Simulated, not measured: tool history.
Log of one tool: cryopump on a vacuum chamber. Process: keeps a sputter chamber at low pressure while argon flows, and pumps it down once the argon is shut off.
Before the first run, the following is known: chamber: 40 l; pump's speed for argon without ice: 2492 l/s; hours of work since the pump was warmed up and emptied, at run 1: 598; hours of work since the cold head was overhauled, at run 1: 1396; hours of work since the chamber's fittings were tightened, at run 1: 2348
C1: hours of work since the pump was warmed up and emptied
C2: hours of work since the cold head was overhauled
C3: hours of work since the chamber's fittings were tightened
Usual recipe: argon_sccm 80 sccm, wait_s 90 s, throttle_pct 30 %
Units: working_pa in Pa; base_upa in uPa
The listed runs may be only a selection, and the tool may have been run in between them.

Run 1, hour 0.0: usual settings; C1 598; C2 1396; C3 2348. Result: working_pa 0.1928 Pa, base_upa 1.29 uPa.
Run 2, hour 52.2: usual settings but throttle_pct 27 %; C1 632; C2 1430; C3 2382. Result: working_pa 0.2134 Pa, base_upa 1.30 uPa.
Run 3, hour 86.0: usual settings but throttle_pct 27 %; C1 654; C2 1452; C3 2404. Result: working_pa 0.2135 Pa, base_upa 1.34 uPa.
Run 4, hour 120.5: usual settings but throttle_pct 27 %; C1 677; C2 1475; C3 2427. Result: working_pa 0.2132 Pa, base_upa 1.32 uPa.
Run 5, hour 154.1: usual settings but throttle_pct 27 %; C1 699; C2 1497; C3 2449. Result: working_pa 0.2133 Pa, base_upa 1.32 uPa.
Run 6, hour 208.2: usual settings but throttle_pct 27 %; C1 734; C2 1532; C3 2484. Result: working_pa 0.2136 Pa, base_upa 1.39 uPa.
At hour 227.3: pump warmed up, emptied and cooled again.
Run 7, hour 269.4: usual settings but wait_s 130 s, throttle_pct 27 %; C1 28; C2 1569; C3 2521. Result: working_pa 0.2020 Pa, base_upa 1.01 uPa.
Run 8, hour 312.9: usual settings; C1 56; C2 1597; C3 2549. Result: working_pa 0.1819 Pa, base_upa 1.19 uPa.
Run 9, hour 356.4: usual settings but wait_s 47 s; C1 84; C2 1626; C3 2578. Result: working_pa 0.1829 Pa, base_upa 1.72 uPa.
Run 10, hour 381.2: usual settings but wait_s 47 s; C1 101; C2 1642; C3 2594. Result: working_pa 0.1829 Pa, base_upa 1.71 uPa.
Run 11, hour 413.1: usual settings but throttle_pct 24 %; C1 121; C2 1663; C3 2615. Result: working_pa 0.2291 Pa, base_upa 1.27 uPa.
Run 12, hour 449.2: usual settings but throttle_pct 24 %; C1 145; C2 1687; C3 2638. Result: working_pa 0.2295 Pa, base_upa 1.27 uPa.
Run 13, hour 474.5: usual settings but throttle_pct 24 %; C1 162; C2 1703; C3 2655. Result: working_pa 0.2296 Pa, base_upa 1.29 uPa.
Run 14, hour 523.5: usual settings; C1 194; C2 1735; C3 2687. Result: working_pa 0.1835 Pa, base_upa 1.27 uPa.
Run 15, hour 578.2: usual settings; C1 229; C2 1771; C3 2722. Result: working_pa 0.1851 Pa, base_upa 1.27 uPa.
Run 16, hour 633.6: usual settings; C1 265; C2 1807; C3 2759. Result: working_pa 0.1869 Pa, base_upa 1.31 uPa.
Run 17, hour 685.0: usual settings but wait_s 32 s; C1 299; C2 1841; C3 2792. Result: working_pa 0.1862 Pa, base_upa 2.32 uPa.
Run 18, hour 745.1: usual settings but argon_sccm 53 sccm, throttle_pct 47 %; C1 338; C2 1880; C3 2831. Result: working_pa 0.0805 Pa, base_upa 1.36 uPa.
Run 19, hour 771.9: usual settings but argon_sccm 53 sccm, throttle_pct 47 %; C1 356; C2 1897; C3 2849. Result: working_pa 0.0802 Pa, base_upa 1.35 uPa.
Run 20, hour 813.7: usual settings but wait_s 293 s, throttle_pct 48 %; C1 383; C2 1925; C3 2876. Result: working_pa 0.1199 Pa, base_upa 1.00 uPa.
Run 21, hour 861.6: usual settings but wait_s 82 s; C1 414; C2 1956; C3 2908. Result: working_pa 0.1882 Pa, base_upa 1.42 uPa.
Run 22, hour 917.8: usual settings but argon_sccm 125 sccm, wait_s 25 s, throttle_pct 24 %; C1 451; C2 1993; C3 2944. Result: working_pa 0.3677 Pa, base_upa 2.76 uPa.
Run 23, hour 959.3: usual settings but argon_sccm 125 sccm, wait_s 25 s, throttle_pct 24 %; C1 478; C2 2020; C3 2971. Result: working_pa 0.3680 Pa, base_upa 2.79 uPa.

Forecast run 24:
Run 24, hour 989.9: usual settings but argon_sccm 126 sccm, wait_s 119 s, throttle_pct 48 %; C1 498; C2 2040; C3 2991. Result: working_pa ?, base_upa ?.

{"run 24": {"working_pa": 0.1925, "base_upa": 1.29}}
With no hidden state in the tool, this same run would have given working_pa 0.1773 Pa, base_upa 0.52 uPa.
